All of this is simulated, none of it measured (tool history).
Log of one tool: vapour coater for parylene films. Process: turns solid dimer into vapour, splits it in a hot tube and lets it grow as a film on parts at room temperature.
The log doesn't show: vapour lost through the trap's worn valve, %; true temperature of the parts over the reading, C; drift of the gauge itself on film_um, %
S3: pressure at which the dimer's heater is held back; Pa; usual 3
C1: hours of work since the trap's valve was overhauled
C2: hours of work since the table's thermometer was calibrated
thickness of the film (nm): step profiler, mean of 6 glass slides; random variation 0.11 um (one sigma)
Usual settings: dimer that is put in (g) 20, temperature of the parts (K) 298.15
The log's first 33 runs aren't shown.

{"run": 34, "hour": 799.5, "dimer that is put in (g)": 14, "temperature of the parts (K)": 290.15, "S3": 8.49, "C1": 33, "C2": 95, "thickness of the film (nm)": 10820}
{"run": 35, "hour": 819.0, "dimer that is put in (g)": 14, "temperature of the parts (K)": 290.15, "S3": 8.49, "C1": 47, "C2": 109, "thickness of the film (nm)": 10810}
{"run": 36, "hour": 836.3, "dimer that is put in (g)": 14, "temperature of the parts (K)": 290.15, "S3": 8.49, "C1": 59, "C2": 121, "thickness of the film (nm)": 10790}
{"run": 37, "hour": 857.9, "dimer that is put in (g)": 20, "temperature of the parts (K)": 303.15, "S3": 11.41, "C1": 74, "C2": 136, "thickness of the film (nm)": 7760}
{"run": 38, "hour": 883.5, "dimer that is put in (g)": 20, "temperature of the parts (K)": 303.15, "S3": 11.41, "C1": 92, "C2": 154, "thickness of the film (nm)": 7670}
{"run": 39, "hour": 906.8, "dimer that is put in (g)": 20, "temperature of the parts (K)": 291.15, "S3": 3.17, "C1": 109, "C2": 171, "thickness of the film (nm)": 17730}
{"run": 40, "hour": 934.1, "dimer that is put in (g)": 20, "temperature of the parts (K)": 291.15, "S3": 3.17, "C1": 128, "C2": 190, "thickness of the film (nm)": 17280}
{"run": 41, "hour": 952.3, "dimer that is put in (g)": 20, "temperature of the parts (K)": 298.15, "S3": 8.32, "C1": 141, "C2": 203, "thickness of the film (nm)": 10350}
{"run": 42, "hour": 971.0, "dimer that is put in (g)": 11, "temperature of the parts (K)": 290.15, "S3": 3.25, "C1": 155, "C2": 217, "thickness of the film (nm)": 9660}
{"run": 43, "hour": 988.4, "dimer that is put in (g)": 11, "temperature of the parts (K)": 290.15, "S3": 3.25, "C1": 167, "C2": 229, "thickness of the film (nm)": 9900}
{"run": 44, "hour": 1007.8, "dimer that is put in (g)": 21, "temperature of the parts (K)": 290.15, "S3": 2.76, "C1": 181, "C2": 243, "thickness of the film (nm)": 19080}
{"run": 45, "hour": 1022.9, "dimer that is put in (g)": 20, "temperature of the parts (K)": 308.15, "S3": 3, "C1": 192, "C2": 253, "thickness of the film (nm)": 7470}
{"run": 46, "hour": 1046.0, "dimer that is put in (g)": 20, "temperature of the parts (K)": 302.15, "S3": 3.4, "C1": 208, "C2": 270, "thickness of the film (nm)": 9600}
{"run": 47, "hour": 1077.5, "dimer that is put in (g)": 20, "temperature of the parts (K)": 302.15, "S3": 3.4, "C1": 230, "C2": 292, "thickness of the film (nm)": 9780}
{"run": 48, "hour": 1095.6, "dimer that is put in (g)": 9, "temperature of the parts (K)": 296.15, "S3": 10.41, "C1": 243, "C2": 305, "thickness of the film (nm)": 4740}

Forecast each of these 3 alternatives for the next run:
{"run": "A", "hour": 1115.6, "dimer that is put in (g)": 9, "temperature of the parts (K)": 296.15, "S3": 4.9, "C1": 257, "C2": 319, "thickness of the film (nm)": "?"}
{"run": "B", "hour": 1115.6, "dimer that is put in (g)": 9, "temperature of the parts (K)": 296.15, "S3": 5, "C1": 257, "C2": 319, "thickness of the film (nm)": "?"}
{"run": "C", "hour": 1115.6, "dimer that is put in (g)": 14, "temperature of the parts (K)": 298.15, "S3": 3, "C1": 257, "C2": 319, "thickness of the film (nm)": "?"}

run=A thickness_of_the_film_(nm)=5340
run=B thickness_of_the_film_(nm)=5420
run=C thickness_of_the_film_(nm)=8430
Without the tool's hidden state the same runs would have given:
run=A thickness_of_the_film_(nm)=5820
run=B thickness_of_the_film_(nm)=5900
run=C thickness_of_the_film_(nm)=9190

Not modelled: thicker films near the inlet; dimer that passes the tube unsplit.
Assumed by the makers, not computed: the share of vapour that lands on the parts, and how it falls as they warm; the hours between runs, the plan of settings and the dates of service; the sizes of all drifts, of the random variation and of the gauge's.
